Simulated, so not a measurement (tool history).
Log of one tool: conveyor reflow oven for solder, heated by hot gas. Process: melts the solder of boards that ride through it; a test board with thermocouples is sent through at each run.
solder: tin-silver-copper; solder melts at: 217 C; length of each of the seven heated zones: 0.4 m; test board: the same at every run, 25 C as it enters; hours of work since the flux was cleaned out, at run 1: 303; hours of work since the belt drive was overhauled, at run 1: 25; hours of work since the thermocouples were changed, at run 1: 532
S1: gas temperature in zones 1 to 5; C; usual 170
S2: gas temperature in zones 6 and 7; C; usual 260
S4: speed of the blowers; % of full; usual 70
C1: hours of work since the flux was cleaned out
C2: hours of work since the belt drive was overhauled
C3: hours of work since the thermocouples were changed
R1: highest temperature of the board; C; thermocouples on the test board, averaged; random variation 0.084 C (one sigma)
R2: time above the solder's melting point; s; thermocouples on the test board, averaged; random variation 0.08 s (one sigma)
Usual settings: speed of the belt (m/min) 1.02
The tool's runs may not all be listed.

run 1 day=0 | S1=170 S2=260 speed_of_the_belt_(m/min)=1.02 S4=70 | C1=303 C2=25 C3=532 | R1=241.43 R2=27.88
run 2 day=1.346 | S1=170 S2=260 speed_of_the_belt_(m/min)=1.02 S4=70 | C1=323 C2=46 C3=553 | R1=241.32 R2=27.93
run 3 day=2.308 | S1=170 S2=260 speed_of_the_belt_(m/min)=1.02 S4=70 | C1=338 C2=61 C3=567 | R1=241.29 R2=27.86
-- day=2.904 flux residue cleaned out of gas plates and filters
run 4 day=3.675 | S1=170 S2=260 speed_of_the_belt_(m/min)=1.02 S4=70 | C1=12 C2=79 C3=585 | R1=243.36 R2=29.6
run 5 day=5.383 | S1=170 S2=265 speed_of_the_belt_(m/min)=1.02 S4=70 | C1=38 C2=105 C3=611 | R1=247.45 R2=31.8
run 6 day=6.388 | S1=170 S2=265 speed_of_the_belt_(m/min)=1.02 S4=70 | C1=54 C2=120 C3=627 | R1=247.38 R2=31.79
run 7 day=7.196 | S1=170 S2=260 speed_of_the_belt_(m/min)=1.02 S4=70 | C1=66 C2=133 C3=639 | R1=243.2 R2=29.43
run 8 day=8.975 | S1=170 S2=260 speed_of_the_belt_(m/min)=1.02 S4=70 | C1=93 C2=160 C3=667 | R1=243.09 R2=29.39
run 9 day=10.467 | S1=170 S2=260 speed_of_the_belt_(m/min)=1.02 S4=70 | C1=116 C2=183 C3=690 | R1=242.97 R2=29.1
run 10 day=12.012 | S1=170 S2=260 speed_of_the_belt_(m/min)=1.02 S4=70 | C1=140 C2=207 C3=713 | R1=242.82 R2=29.24
run 11 day=13.138 | S1=171 S2=260 speed_of_the_belt_(m/min)=1.02 S4=70 | C1=157 C2=224 C3=731 | R1=243.15 R2=29.45
run 12 day=14.725 | S1=171 S2=260 speed_of_the_belt_(m/min)=1.02 S4=70 | C1=182 C2=249 C3=755 | R1=243 R2=29.32
run 13 day=15.792 | S1=170 S2=260 speed_of_the_belt_(m/min)=1.02 S4=70 | C1=198 C2=265 C3=772 | R1=242.68 R2=29.06
run 14 day=17.388 | S1=170 S2=260 speed_of_the_belt_(m/min)=1.02 S4=71 | C1=223 C2=290 C3=796 | R1=242.79 R2=29.28
-- day=17.629 thermocouples of zones 6 and 7 changed
run 15 day=18.371 | S1=170 S2=260 speed_of_the_belt_(m/min)=1.02 S4=71 | C1=237 C2=303 C3=11 | R1=241.47 R2=28.22
run 16 day=19.621 | S1=184 S2=251 speed_of_the_belt_(m/min)=1.02 S4=84 | C1=256 C2=323 C3=31 | R1=239.63 R2=31.81
run 17 day=20.688 | S1=155 S2=274 speed_of_the_belt_(m/min)=0.94 S4=82 | C1=272 C2=339 C3=47 | R1=256.84 R2=37
run 18 day=21.479 | S1=170 S2=270 speed_of_the_belt_(m/min)=1.11 S4=70 | C1=284 C2=351 C3=59 | R1=245.87 R2=27.77
run 19 day=22.771 | S1=155 S2=262 speed_of_the_belt_(m/min)=1.14 S4=56 | C1=304 C2=371 C3=79 | R1=227.53 R2=11.47
run 20 day=23.967 | S1=170 S2=272 speed_of_the_belt_(m/min)=0.96 S4=61 | C1=323 C2=390 C3=97 | R1=249.56 R2=34.56
-- day=25.642 flux residue cleaned out of gas plates and filters
run 21 day=25.8 | S1=170 S2=272 speed_of_the_belt_(m/min)=0.83 S4=84 | C1=2 C2=415 C3=122 | R1=263.34 R2=49.07
run 22 day=26.812 | S1=166 S2=272 speed_of_the_belt_(m/min)=0.83 S4=51 | C1=18 C2=430 C3=138 | R1=252.03 R2=41.13
run 23 day=28.012 | S1=184 S2=272 speed_of_the_belt_(m/min)=0.83 S4=51 | C1=36 C2=449 C3=156 | R1=255.46 R2=48.1
run 24 day=29.162 | S1=178 S2=260 speed_of_the_belt_(m/min)=1.13 S4=78 | C1=54 C2=466 C3=174 | R1=243.97 R2=28.91
run 25 day=30.525 | S1=170 S2=260 speed_of_the_belt_(m/min)=1.12 S4=72 | C1=75 C2=487 C3=195 | R1=240.56 R2=25.07
run 26 day=31.921 | S1=170 S2=264 speed_of_the_belt_(m/min)=1.02 S4=70 | C1=97 C2=509 C3=217 | R1=246.32 R2=31.7
run 27 day=32.971 | S1=176 S2=264 speed_of_the_belt_(m/min)=0.86 S4=70 | C1=113 C2=525 C3=233 | R1=252.42 R2=43.43
run 28 day=34.175 | S1=170 S2=262 speed_of_the_belt_(m/min)=0.94 S4=64 | C1=131 C2=543 C3=251 | R1=245.18 R2=33.64
run 29 day=36.083 | S1=155 S2=268 speed_of_the_belt_(m/min)=1.12 S4=72 | C1=161 C2=573 C3=281 | R1=243.31 R2=23.94
run 30 day=37.812 | S1=155 S2=268 speed_of_the_belt_(m/min)=1.12 S4=72 | C1=187 C2=599 C3=307 | R1=243.28 R2=23.84

Some steps in R1 between neighbouring runs. How much of each would the tool show without its hidden state too (settings, what came in, random variation), and how much is left for the hidden state, with any gauge scatter that isn't in both results?
The hidden state here: heat that the gas passes to the board, % of a clean oven's; belt's true speed, % of the reading; true gas temperature in zones 6 and 7 over the reading, C; drift of the gauge itself on peak_c, C; drift of the gauge itself on liquid_s, %.
Run 3 -> 4: flux residue cleaned out of gas plates and filters. R1 +2.07 C: hidden state +2.21, all else -0.14.
Run 14 -> 15: thermocouples of zones 6 and 7 changed. R1 -1.32 C: hidden state -1.47, all else +0.15.
Run 16 -> 17: S1 184 -> 155, S2 251 -> 274, speed of the belt (m/min) 1.02 -> 0.94, S4 84 -> 82. R1 +17.21 C: hidden state -0.79, all else +18.
Run 18 -> 19: S1 170 -> 155, S2 270 -> 262, speed of the belt (m/min) 1.11 -> 1.14, S4 70 -> 56. R1 -18.34 C: hidden state +0.07, all else -18.41.
Run 19 -> 20: S1 155 -> 170, S2 262 -> 272, speed of the belt (m/min) 1.14 -> 0.96, S4 56 -> 61. R1 +22.03 C: hidden state +0.26, all else +21.77.
Run 20 -> 21: speed of the belt (m/min) 0.96 -> 0.83, S4 61 -> 84, flux residue cleaned out of gas plates and filters. R1 +13.78 C: hidden state +2.34, all else +11.44.
